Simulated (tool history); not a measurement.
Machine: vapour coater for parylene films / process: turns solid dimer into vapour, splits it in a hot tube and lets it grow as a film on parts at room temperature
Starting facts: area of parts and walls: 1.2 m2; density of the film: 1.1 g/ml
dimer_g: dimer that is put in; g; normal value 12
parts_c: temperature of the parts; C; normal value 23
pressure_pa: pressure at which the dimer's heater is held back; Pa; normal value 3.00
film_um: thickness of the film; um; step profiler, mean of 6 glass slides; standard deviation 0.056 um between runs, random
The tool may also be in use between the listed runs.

run	hour	dimer_g	parts_c	pressure_pa	film_um
1	0.0	12	23	3.00	6.22
2	14.7	12	18	3.00	7.04
3	31.4	12	23	3.00	6.20
4	42.9	12	23	3.00	6.24
5	55.5	12	23	3.00	6.17
6	66.7	12	23	3.00	6.14
7	77.7	12	23	3.00	6.16
8	87.9	12	23	2.98	6.13
9	103.9	12	23	2.98	6.22
10	113.4	12	23	2.98	6.15
11	124.5	12	23	2.98	6.13
12	136.7	12	23	2.98	6.16
13	146.5	12	23	2.98	6.09
14	164.7	12	23	2.98	6.19
15	181.6	12	23	2.98	6.08
16	198.2	12	18	2.26	7.15
17	211.4	10	23	6.54	4.64
18	225.1	10	23	6.54	4.70
19	236.2	14	32	3.00	5.59
20	245.6	6	30	3.00	2.57
# hour 248.0: table's thermometer calibrated
21	259.4	6	16	4.26	3.50
22	275.8	17	23	3.00	8.55
23	292.8	9	23	4.76	4.31
24	309.0	20	30	4.76	8.03
25	319.2	13	18	3.00	7.44
26	329.0	6	17	3.00	3.51
# hour 337.2: trap's valve overhauled
# hour 342.2: table's thermometer calibrated, once more
27	347.6	6	17	3.00	3.74
28	360.5	6	17	3.00	3.75
29	372.0	16	26	4.46	7.66

Below are 5 alternative next runs, each starting from the tool's condition after run 29. Predict each:
A	389.6	6	26	4.46	?
B	389.6	7	19	11.07	?
C	389.6	22	27	8.88	?
D	389.6	12	30	3.64	?
E	389.6	8	24	2.31	?

run	film_um
A	2.87
B	3.64
C	9.74
D	5.32
E	4.29
With no hidden state in the tool, these same runs would have given:
run	film_um
A	2.90
B	3.67
C	9.83
D	5.37
E	4.33
